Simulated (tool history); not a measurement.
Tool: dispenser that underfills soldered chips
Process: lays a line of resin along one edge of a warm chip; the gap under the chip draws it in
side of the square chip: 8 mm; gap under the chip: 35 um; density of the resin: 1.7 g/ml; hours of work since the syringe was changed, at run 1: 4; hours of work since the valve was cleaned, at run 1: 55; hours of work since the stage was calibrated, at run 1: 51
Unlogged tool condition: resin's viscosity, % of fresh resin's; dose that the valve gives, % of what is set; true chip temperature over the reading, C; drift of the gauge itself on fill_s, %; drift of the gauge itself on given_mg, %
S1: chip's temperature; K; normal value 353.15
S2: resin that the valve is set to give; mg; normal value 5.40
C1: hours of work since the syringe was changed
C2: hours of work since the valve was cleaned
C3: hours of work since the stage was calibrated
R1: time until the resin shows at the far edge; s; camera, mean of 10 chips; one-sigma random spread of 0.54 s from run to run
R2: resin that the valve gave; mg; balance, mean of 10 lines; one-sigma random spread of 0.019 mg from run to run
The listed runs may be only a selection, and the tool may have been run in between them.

run	hour	S1	S2	C1	C2	C3	R1	R2
1	0.0	353.15	5.40	4	55	51	59.5	5.27
# hour 5.3: new syringe of resin
2	7.0	340.15	5.40	1	59	56	96.4	5.27
3	11.5	340.15	5.40	4	63	59	121.9	5.27
# hour 15.8: new syringe of resin
4	15.8	353.15	5.40	0	66	62	44.3	5.26
5	21.9	353.15	4.85	4	70	66	66.2	4.71
# hour 26.3: new syringe of resin
6	27.8	353.15	4.85	1	74	70	51.8	4.67
7	33.0	367.15	5.40	5	78	74	34.9	5.25
# hour 37.0: new syringe of resin
8	38.9	367.15	5.40	1	82	78	27.0	5.20
9	42.7	363.15	5.40	4	84	81	38.7	5.19
10	45.4	363.15	5.40	6	86	83	44.4	5.20
# hour 47.3: new syringe of resin
11	51.9	346.15	5.40	3	91	87	80.7	5.20
# hour 57.7: new syringe of resin
12	58.9	346.15	5.40	1	96	92	68.5	5.18
13	62.8	346.15	5.40	4	98	95	85.4	5.17
14	65.9	346.15	5.40	6	100	97	100.5	5.17
# hour 68.3: new syringe of resin
15	69.3	346.15	5.40	1	103	99	67.3	5.20
16	74.7	353.15	5.40	5	107	103	63.8	5.16
17	77.4	346.15	5.40	7	109	105	104.3	5.17
# hour 78.8: new syringe of resin
18	80.5	356.15	5.40	1	110	107	44.5	5.14
19	84.4	346.15	6.80	4	113	110	85.5	6.48
20	88.2	346.15	6.80	7	116	112	105.7	6.46
# hour 89.1: new syringe of resin
21	92.1	350.15	5.78	2	119	115	63.4	5.50
22	97.3	367.15	4.77	6	122	119	41.0	4.58
# hour 99.5: new syringe of resin
23	103.3	350.15	5.40	3	126	123	65.9	5.13
# hour 105.7: dispensing valve cleaned and set on the balance
24	110.2	350.15	5.40	7	3	127	89.2	5.40
# hour 111.1: new syringe of resin
25	116.7	354.15	7.00	4	8	131	57.0	6.98
# hour 121.6: new syringe of resin
26	123.5	360.15	5.56	1	12	136	36.5	5.52
27	129.8	360.15	5.56	6	17	141	51.6	5.58
# hour 132.5: new syringe of resin
28	133.9	365.15	5.21	1	19	143	28.9	5.17
29	138.1	351.15	5.40	4	23	146	67.7	5.36
# hour 142.9: new syringe of resin
30	145.0	351.15	5.40	1	27	151	57.9	5.35
31	150.9	352.15	4.94	6	31	155	78.3	4.87
# hour 153.4: new syringe of resin
32	156.1	366.15	5.40	2	35	159	30.3	5.32
33	159.8	366.15	5.40	5	38	161	36.7	5.35
# hour 163.7: new syringe of resin
34	166.6	366.15	5.40	2	42	166	30.3	5.33
35	173.3	364.15	5.40	7	47	171	48.4	5.32

Predict each of these 3 candidate next runs independently; none follows another, all start after run 35:
# hour 174.0: new syringe of resin
A	177.4	354.15	6.05	2	50	174	?	?
# hour 174.0: new syringe of resin
B	177.4	343.15	5.16	2	50	174	?	?
# hour 174.0: new syringe of resin
C	177.4	345.15	4.87	2	50	174	?	?

run	R1	R2
A	52.5	5.93
B	90.9	5.08
C	85.3	4.78
Had the tool no hidden state, the same runs would have come out as:
run	R1	R2
A	42.2	6.03
B	72.9	5.16
C	68.4	4.86

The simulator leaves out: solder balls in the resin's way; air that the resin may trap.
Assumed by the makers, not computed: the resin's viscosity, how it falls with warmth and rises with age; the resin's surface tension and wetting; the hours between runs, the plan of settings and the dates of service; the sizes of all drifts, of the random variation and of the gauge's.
